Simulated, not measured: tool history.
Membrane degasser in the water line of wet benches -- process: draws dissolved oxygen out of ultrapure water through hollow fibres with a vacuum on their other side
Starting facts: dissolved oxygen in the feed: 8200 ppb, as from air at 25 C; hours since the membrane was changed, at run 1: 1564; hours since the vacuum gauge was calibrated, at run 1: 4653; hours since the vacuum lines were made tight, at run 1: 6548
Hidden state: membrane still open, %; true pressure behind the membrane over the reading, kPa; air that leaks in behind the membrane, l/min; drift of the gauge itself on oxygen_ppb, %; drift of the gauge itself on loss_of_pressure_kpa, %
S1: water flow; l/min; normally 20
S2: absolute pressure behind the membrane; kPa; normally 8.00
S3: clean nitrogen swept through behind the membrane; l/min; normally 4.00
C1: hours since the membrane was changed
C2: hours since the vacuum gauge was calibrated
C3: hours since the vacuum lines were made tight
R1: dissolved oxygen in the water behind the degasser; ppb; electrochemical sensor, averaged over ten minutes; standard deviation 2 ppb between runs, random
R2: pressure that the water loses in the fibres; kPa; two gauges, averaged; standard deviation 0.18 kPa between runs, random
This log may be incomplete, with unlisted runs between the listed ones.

| run | hour | S1 | S2 | S3 | C1 | C2 | C3 | R1 | R2 |
|---|---|---|---|---|---|---|---|---|---|
| 1 | 0.0 | 20 | 8.00 | 4.00 | 1564 | 4653 | 6548 | 209.1 | 31.73 |
| 2 | 35.1 | 16 | 8.00 | 4.00 | 1599 | 4688 | 6583 | 122.0 | 25.59 |
| 3 | 77.2 | 20 | 8.00 | 1.84 | 1641 | 4730 | 6625 | 275.6 | 31.72 |
| 4 | 101.9 | 20 | 8.00 | 1.84 | 1666 | 4754 | 6649 | 275.5 | 31.76 |
| 5 | 129.9 | 21 | 8.00 | 4.00 | 1694 | 4782 | 6677 | 235.0 | 33.44 |
| 6 | 170.9 | 20 | 8.00 | 4.00 | 1735 | 4823 | 6718 | 208.4 | 32.28 |
| 7 | 207.9 | 20 | 8.00 | 5.46 | 1772 | 4860 | 6755 | 193.7 | 31.94 |
| 8 | 231.2 | 20 | 8.00 | 5.46 | 1796 | 4884 | 6779 | 194.7 | 32.02 |
| 9 | 269.1 | 20 | 8.00 | 5.46 | 1833 | 4922 | 6817 | 192.0 | 31.98 |
| 10 | 316.5 | 20 | 8.00 | 4.00 | 1881 | 4969 | 6864 | 206.3 | 31.91 |
| 11 | 348.9 | 20 | 8.00 | 4.00 | 1913 | 5001 | 6896 | 208.5 | 32.28 |
| 12 | 397.5 | 20 | 8.00 | 4.00 | 1962 | 5050 | 6945 | 209.5 | 32.22 |
| 13 | 425.7 | 20 | 8.00 | 4.00 | 1990 | 5078 | 6973 | 210.3 | 31.84 |
| 14 | 471.1 | 20 | 8.00 | 4.00 | 2035 | 5124 | 7019 | 205.6 | 31.92 |
| 15 | 496.8 | 19 | 4.87 | 4.14 | 2061 | 5149 | 7044 | 150.5 | 30.46 |
| 16 | 527.4 | 21 | 8.34 | 7.18 | 2092 | 5180 | 7075 | 211.5 | 33.34 |
| 17 | 571.9 | 24 | 12.68 | 7.95 | 2136 | 5224 | 7119 | 320.0 | 38.29 |
| 18 | 612.4 | 22 | 8.00 | 2.99 | 2177 | 5265 | 7160 | 285.2 | 35.32 |
| 19 | 655.1 | 22 | 8.00 | 2.99 | 2219 | 5308 | 7203 | 278.2 | 34.95 |
| 20 | 681.2 | 18 | 5.77 | 6.18 | 2245 | 5334 | 7229 | 128.2 | 28.94 |
|  | 686.0 | vacuum gauge calibrated |
| 21 | 709.0 | 18 | 5.77 | 6.18 | 2273 | 23 | 7256 | 132.5 | 28.98 |
| 22 | 742.8 | 15 | 7.82 | 4.00 | 2307 | 57 | 7290 | 105.4 | 23.90 |
| 23 | 794.7 | 15 | 7.82 | 4.00 | 2359 | 109 | 7342 | 107.6 | 24.17 |
|  | 800.7 | vacuum gauge calibrated, once more |
| 24 | 830.1 | 15 | 7.82 | 4.00 | 2393 | 29 | 7377 | 101.7 | 24.12 |
| 25 | 869.3 | 15 | 7.82 | 4.00 | 2433 | 69 | 7416 | 102.8 | 24.22 |
| 26 | 921.5 | 16 | 7.54 | 10.64 | 2485 | 121 | 7468 | 89.7 | 25.46 |
| 27 | 949.2 | 16 | 7.54 | 10.64 | 2513 | 149 | 7496 | 88.6 | 25.58 |
| 28 | 992.1 | 16 | 7.54 | 10.64 | 2555 | 191 | 7539 | 90.7 | 25.76 |

Alternative continuations, all from the tool just after run 28; predict every row:
| A | 1027.3 | 28 | 8.00 | 9.27 | 2591 | 227 | 7574 | ? | ? |
| B | 1027.3 | 27 | 16.94 | 8.60 | 2591 | 227 | 7574 | ? | ? |
| C | 1027.3 | 19 | 8.00 | 4.03 | 2591 | 227 | 7574 | ? | ? |
| D | 1027.3 | 20 | 12.37 | 4.00 | 2591 | 227 | 7574 | ? | ? |

| run | R1 | R2 |
|---|---|---|
| A | 392.7 | 44.81 |
| B | 428.6 | 42.96 |
| C | 184.0 | 30.52 |
| D | 262.5 | 32.19 |
Take away the tool's hidden state, keep each run's random variation, and the runs would have read:
| run | R1 | R2 |
|---|---|---|
| A | 381.7 | 44.41 |
| B | 416.7 | 42.58 |
| C | 177.2 | 30.24 |
| D | 253.5 | 31.91 |
